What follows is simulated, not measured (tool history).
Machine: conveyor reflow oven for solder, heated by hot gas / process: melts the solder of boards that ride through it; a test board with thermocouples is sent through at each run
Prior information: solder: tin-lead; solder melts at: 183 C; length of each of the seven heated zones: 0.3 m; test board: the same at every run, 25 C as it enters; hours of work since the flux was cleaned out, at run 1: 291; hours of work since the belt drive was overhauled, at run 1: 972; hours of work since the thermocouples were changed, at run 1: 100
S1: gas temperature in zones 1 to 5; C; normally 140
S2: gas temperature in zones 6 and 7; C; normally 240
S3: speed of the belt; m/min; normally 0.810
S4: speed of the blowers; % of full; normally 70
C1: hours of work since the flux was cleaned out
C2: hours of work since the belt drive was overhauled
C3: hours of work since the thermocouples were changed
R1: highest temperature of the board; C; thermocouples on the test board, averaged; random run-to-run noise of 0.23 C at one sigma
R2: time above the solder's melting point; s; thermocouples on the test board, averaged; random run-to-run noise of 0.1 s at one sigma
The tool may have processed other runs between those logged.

run     day   S1   S2     S3  S4   C1    C2   C3     R1    R2
  1   0.000  140  240  0.810  70  291   972  100  219.7  35.2
  2   1.042  140  240  0.810  70  310   992  120  220.0  35.2
  3   1.829  140  240  0.810  70  325  1007  134  220.1  35.2
  4   3.150  140  240  0.810  70  350  1032  159  219.8  34.9
  5   3.921  140  240  0.810  70  365  1046  174  219.4  34.8
      4.467  -- flux residue cleaned out of gas plates and filters
  6   5.517  140  252  0.810  70   20  1072  200  232.1  39.7
  7   6.279  140  252  0.810  70   34  1087  214  231.8  39.7
  8   6.971  140  252  0.810  70   47  1100  227  231.7  39.6
  9   8.079  140  252  0.810  70   68  1120  248  231.2  39.5
 10   8.667  140  240  0.810  70   79  1132  259  220.8  35.9
 11   9.892  140  240  0.810  70  102  1155  282  221.1  35.8
     10.179  -- belt drive overhauled, speed set with a stopwatch
 12  10.696  140  240  0.801  70  114    10  294  221.5  36.4
 13  11.646  140  240  0.810  73  132    28  312  222.0  36.1
 14  12.267  140  240  0.810  73  144    39  324  221.1  36.1
 15  13.304  140  240  0.810  78  163    59  343  222.4  36.7
 16  14.671  131  232  0.757  89  189    85  369  218.2  36.0
 17  16.029  143  232  0.882  53  215   110  395  205.6  24.8
 18  17.308  143  232  0.882  53  239   134  419  205.5  24.7
 19  18.154  143  237  0.882  53  255   150  435  209.1  26.8
     18.600  -- belt drive overhauled, speed set with a stopwatch, once more
 20  19.204  137  232  0.756  87  271    11  451  216.8  35.7
 21  20.088  138  236  0.686  62  288    28  468  218.2  39.8
 22  21.254  141  236  0.796  62  310    50  490  213.6  32.1
 23  22.338  141  231  0.796  62  330    70  510  209.1  29.7
 24  23.479  143  231  0.953  63  352    92  532  203.4  21.0
     24.750  -- flux residue cleaned out of gas plates and filters
 25  24.946  130  240  0.810  89    4   116  556  223.0  34.5
 26  26.092  143  240  0.674  56   25   137  577  222.4  43.7
 27  27.154  140  246  0.727  70   45   157  597  228.4  42.4
 28  27.875  136  242  0.810  70   59   171  611  220.3  34.3
 29  28.833  140  240  0.946  67   77   189  629  212.8  26.1
 30  29.783  140  236  0.810  70   95   207  647  215.7  33.0

Branching from run 30: 5 alternative next runs. What would each branch give?
  A  30.975  139  236  0.656  70  117  229  669   ?   ?
  B  30.975  141  236  0.891  66  117  229  669   ?   ?
  C  30.975  140  236  0.810  70  117  229  669   ?   ?
  D  30.975  140  236  0.880  85  117  229  669   ?   ?
  E  30.975  144  236  0.968  70  117  229  669   ?   ?

run     R1    R2
  A  222.0  44.4
  B  211.1  27.4
  C  216.0  32.9
  D  216.3  30.7
  E  210.3  25.2
Take away the tool's hidden state, keep each run's random variation, and the runs would have read:
run     R1    R2
  A  224.7  45.6
  B  213.8  28.7
  C  218.8  34.2
  D  219.2  31.9
  E  213.0  26.5
